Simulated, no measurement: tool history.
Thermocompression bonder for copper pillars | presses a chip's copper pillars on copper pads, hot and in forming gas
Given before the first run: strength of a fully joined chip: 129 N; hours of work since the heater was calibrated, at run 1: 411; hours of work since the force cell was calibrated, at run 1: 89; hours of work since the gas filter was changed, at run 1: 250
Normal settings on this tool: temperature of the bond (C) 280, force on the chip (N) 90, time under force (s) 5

run	hour	temperature of the bond (C)	force on the chip (N)	time under force (s)	hours of work since the heater was calibrated	hours of work since the force cell was calibrated	hours of work since the gas filter was changed	force that shears a chip off (N)
1	0.0	280	90	5	411	89	250	42.2
2	32.3	280	90	5	435	113	274	40.3
3	63.1	280	114	5	458	136	297	47.7
4	90.1	280	116	5	478	157	317	48.7
# hour 118.1: forming gas filter changed
5	118.2	280	90	8	499	177	0	48.8
6	135.7	280	90	8	512	190	13	48.6
7	158.8	280	90	8	529	208	30	47.9
# hour 171.9: heater calibrated with a thermocouple chip
8	192.6	307	90	5	15	231	54	56.0
9	215.3	307	90	5	32	248	71	55.0
10	240.9	289	90	5	52	267	90	42.2
11	255.6	289	90	5	63	278	101	41.5
12	285.4	289	90	5	85	301	123	42.1
# hour 300.9: heater calibrated with a thermocouple chip, once more
13	300.9	259	90	5	0	311	134	33.6
14	322.8	309	110	15	16	327	150	101.7
15	346.5	308	90	5	34	345	168	67.0
16	375.1	308	90	5	55	366	189	67.7
17	389.8	298	57	4	66	377	200	40.0
18	403.5	298	57	4	77	387	210	39.6
19	423.2	284	68	5	91	402	225	40.2
20	450.7	270	60	3	112	423	245	22.6
21	466.7	270	70	13	124	435	257	46.7
22	486.1	252	119	7	138	449	272	40.3
23	500.2	264	62	11	149	460	282	36.0
24	519.8	264	62	11	164	474	297	36.2
25	549.1	280	98	8	185	496	319	56.9
# hour 574.7: forming gas filter changed
26	576.4	268	83	6	206	516	1	36.9

A few steps of force that shears a chip off (N) between consecutive runs. Split each: what settings, incoming material and random variation would produce without the hidden state, and what is left over for the hidden state, along with gauge scatter present in only one of the two compared results (measured, and without hidden state):
The hidden state here: true temperature of the bond over the reading, C; force that reaches the chip, % of what is set; oxide that the forming gas leaves, % of the face; drift of the gauge itself on shear_n, %.
Run 7 -> 8: temperature of the bond (C) 280 -> 307, time under force (s) 8 -> 5, heater calibrated with a thermocouple chip. force that shears a chip off (N) +8.1: hidden state -3.7, all else +11.8.
Run 12 -> 13: temperature of the bond (C) 289 -> 259, heater calibrated with a thermocouple chip, once more. force that shears a chip off (N) -8.5: hidden state +12.2, all else -20.7.
Run 13 -> 14: temperature of the bond (C) 259 -> 309, force on the chip (N) 90 -> 110, time under force (s) 5 -> 15. force that shears a chip off (N) +68.1: hidden state -1.1, all else +69.2.
Run 14 -> 15: temperature of the bond (C) 309 -> 308, force on the chip (N) 110 -> 90, time under force (s) 15 -> 5. force that shears a chip off (N) -34.7: hidden state +0.0, all else -34.7.
